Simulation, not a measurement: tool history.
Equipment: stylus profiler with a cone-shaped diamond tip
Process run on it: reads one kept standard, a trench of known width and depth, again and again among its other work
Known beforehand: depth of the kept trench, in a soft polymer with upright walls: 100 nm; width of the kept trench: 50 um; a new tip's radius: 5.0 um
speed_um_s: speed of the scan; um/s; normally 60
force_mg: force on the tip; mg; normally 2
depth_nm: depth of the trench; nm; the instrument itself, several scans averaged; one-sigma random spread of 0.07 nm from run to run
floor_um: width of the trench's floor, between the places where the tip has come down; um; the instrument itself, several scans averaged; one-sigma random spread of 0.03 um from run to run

| run | hour | speed_um_s | force_mg | depth_nm | floor_um |
|---|---|---|---|---|---|
| 1 | 0 | 60 | 2 | 101.04 | 47.68 |
| 2 | 27.5 | 60 | 2 | 101.12 | 47.69 |
| 3 | 46.5 | 60 | 2 | 100.99 | 47.7 |
| 4 | 71 | 149 | 2 | 101.02 | 47.33 |
| 5 | 106.6 | 60 | 2 | 101.16 | 47.64 |
| 6 | 129.1 | 60 | 2 | 100.93 | 47.68 |
| 7 | 164.1 | 60 | 2 | 101.05 | 47.67 |
| 8 | 203.3 | 60 | 2 | 101.13 | 47.68 |
| 9 | 238.5 | 60 | 2 | 100.99 | 47.67 |
| 10 | 270.5 | 60 | 2 | 101.18 | 47.63 |
| 11 | 288.2 | 46 | 2 | 101.1 | 47.64 |
| 12 | 310.5 | 104 | 2 | 101.18 | 47.53 |
| 13 | 347.4 | 104 | 2 | 101.11 | 47.54 |
| 14 | 377.4 | 84 | 2 | 101.11 | 47.53 |
| 15 | 411.3 | 60 | 2 | 101.03 | 47.66 |
| 16 | 446.9 | 60 | 2 | 101.09 | 47.59 |
| 17 | 485.9 | 60 | 2 | 101.08 | 47.64 |
| 18 | 511.9 | 60 | 2 | 101.13 | 47.6 |
| 19 | 532.2 | 60 | 4.69 | 101.88 | 47.72 |
| 20 | 567.7 | 60 | 4.69 | 101.87 | 47.67 |
| 21 | 590.1 | 60 | 4.69 | 101.78 | 47.63 |
| 22 | 614.1 | 157 | 4.69 | 101.78 | 47.41 |
| 23 | 643.9 | 157 | 1.7 | 101.11 | 47.22 |
| 24 | 664.4 | 48 | 5.89 | 102.19 | 47.63 |
| 25 | 703.1 | 130 | 4.82 | 101.91 | 47.52 |
| 26 | 734.2 | 30 | 3.55 | 101.6 | 47.67 |
| 27 | 762.9 | 124 | 1.47 | 100.88 | 47.31 |
| 28 | 798.9 | 38 | 2.54 | 101.2 | 47.64 |
| 29 | 824 | 80 | 1.65 | 100.98 | 47.49 |
| 30 | 852 | 80 | 1.65 | 100.96 | 47.44 |
| 31 | 891.4 | 112 | 2.1 | 101.34 | 47.35 |
| 32 | 928.1 | 187 | 4.28 | 101.73 | 47.28 |
| 33 | 964.9 | 54 | 4.35 | 101.86 | 47.61 |
| 34 | 1002 | 28 | 0.92 | 100.88 | 47.6 |
| 35 | 1029.8 | 78 | 1.67 | 101.09 | 47.43 |
| 36 | 1047.6 | 78 | 1.67 | 100.94 | 47.45 |
| 37 | 1084.3 | 78 | 1.67 | 101.15 | 47.44 |
| 38 | 1102.5 | 110 | 2.12 | 101.24 | 47.37 |
| 39 | 1125.5 | 110 | 2.12 | 101.22 | 47.33 |
| 40 | 1148.2 | 110 | 1.12 | 100.87 | 47.2 |
| 41 | 1179.4 | 60 | 4.67 | 101.99 | 47.61 |
| 42 | 1206.8 | 60 | 4.67 | 101.99 | 47.66 |
| 43 | 1228.8 | 60 | 4.67 | 101.89 | 47.57 |
| 44 | 1247.8 | 60 | 1.47 | 101.14 | 47.51 |
| 45 | 1265.6 | 17 | 3.06 | 101.55 | 47.64 |
| 46 | 1304 | 17 | 3.06 | 101.53 | 47.66 |

Alternative continuations, all from the tool just after run 46; predict every row:
| A | 1340 | 122 | 3.73 | ? | ? |
| B | 1340 | 52 | 1.54 | ? | ? |
| C | 1340 | 154 | 1.37 | ? | ? |
| D | 1340 | 45 | 1.86 | ? | ? |

| run | depth_nm | floor_um |
|---|---|---|
| A | 101.64 | 47.41 |
| B | 101.13 | 47.53 |
| C | 101.08 | 47.06 |
| D | 101.2 | 47.54 |
What these runs would have given with no unlogged condition in the tool:
| run | depth_nm | floor_um |
|---|---|---|
| A | 101.33 | 47.7 |
| B | 100.82 | 47.82 |
| C | 100.77 | 47.35 |
| D | 100.9 | 47.83 |
